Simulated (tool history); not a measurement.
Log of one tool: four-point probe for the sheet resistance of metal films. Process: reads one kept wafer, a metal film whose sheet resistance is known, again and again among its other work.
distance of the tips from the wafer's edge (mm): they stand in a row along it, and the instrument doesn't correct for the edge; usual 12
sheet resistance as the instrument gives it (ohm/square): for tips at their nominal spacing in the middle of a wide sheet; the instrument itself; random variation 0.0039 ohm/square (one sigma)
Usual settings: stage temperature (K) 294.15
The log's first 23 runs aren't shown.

| run | hour | stage temperature (K) | distance of the tips from the wafer's edge (mm) | touches since the probe head was changed | hours of work since the stage's thermometer was calibrated | sheet resistance as the instrument gives it (ohm/square) |
|---|---|---|---|---|---|---|
| 24 | 698.8 | 292.15 | 50 | 9460 | 418 | 19.628461 |
| 25 | 720.5 | 298.15 | 27 | 10291 | 430 | 19.651277 |
| 26 | 755.0 | 298.15 | 27 | 11609 | 449 | 19.653291 |
| 27 | 791.8 | 302.15 | 4 | 13017 | 470 | 19.826669 |
| 28 | 823.8 | 302.15 | 4 | 14239 | 488 | 19.825485 |
| 29 | 852.7 | 294.15 | 66 | 15343 | 504 | 19.611428 |
| 30 | 895.4 | 294.15 | 66 | 16977 | 528 | 19.607579 |
| 31 | 924.3 | 308.15 | 47 | 18084 | 544 | 19.678863 |
| 32 | 945.5 | 293.15 | 14 | 18892 | 556 | 19.615174 |
| 33 | 964.0 | 293.15 | 14 | 19601 | 566 | 19.608438 |
| 34 | 1007.4 | 293.15 | 14 | 21259 | 591 | 19.596103 |
| 35 | 1025.9 | 293.15 | 14 | 21966 | 601 | 19.604587 |
| 36 | 1070.1 | 293.15 | 30 | 23655 | 626 | 19.581234 |
| 37 | 1110.6 | 293.15 | 30 | 25205 | 648 | 19.571973 |
| 38 | 1149.4 | 307.15 | 63 | 26690 | 670 | 19.636576 |

5 ways to go on from here, each from the tool as it stands after run 38. What would each give?
| A | 1188.4 | 294.15 | 5 | 28178 | 692 | ? |
| B | 1188.4 | 299.15 | 29 | 28178 | 692 | ? |
| C | 1188.4 | 295.15 | 12 | 28178 | 692 | ? |
| D | 1188.4 | 299.15 | 12 | 28178 | 692 | ? |
| E | 1188.4 | 307.15 | 3 | 28178 | 692 | ? |

| run | sheet resistance as the instrument gives it (ohm/square) |
|---|---|
| A | 19.673934 |
| B | 19.594404 |
| C | 19.587441 |
| D | 19.609380 |
| E | 19.914039 |
Without the tool's hidden state the same runs would have given:
| run | sheet resistance as the instrument gives it (ohm/square) |
|---|---|
| A | 19.762270 |
| B | 19.682788 |
| C | 19.675498 |
| D | 19.697824 |
| E | 20.004302 |
